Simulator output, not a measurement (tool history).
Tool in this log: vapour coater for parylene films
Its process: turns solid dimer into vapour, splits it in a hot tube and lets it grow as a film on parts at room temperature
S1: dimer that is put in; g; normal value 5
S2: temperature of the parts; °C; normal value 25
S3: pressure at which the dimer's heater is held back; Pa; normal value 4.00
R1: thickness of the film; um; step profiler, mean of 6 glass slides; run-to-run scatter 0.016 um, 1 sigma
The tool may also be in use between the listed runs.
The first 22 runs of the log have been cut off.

run	day	S1	S2	S3	R1
23	55.117	5	25	2.97	2.16
24	56.533	5	23	2.97	2.39
25	59.508	5	19	2.07	2.91
26	61.104	5	19	2.07	2.85
27	63.629	5	19	8.29	2.70
28	66.875	7	20	10.86	3.55
# day 68.242: table's thermometer calibrated
29	69.542	6	35	5.70	1.56
30	72.600	2	21	5.70	0.98
31	75.475	8	29	9.33	2.71

Estimate the outcome of run 32 from the log above:
32	76.942	5	33	2.24	?

Run 32 measured R1 1.51 um.
Without the tool's hidden state the same run would have given R1 1.52 um.
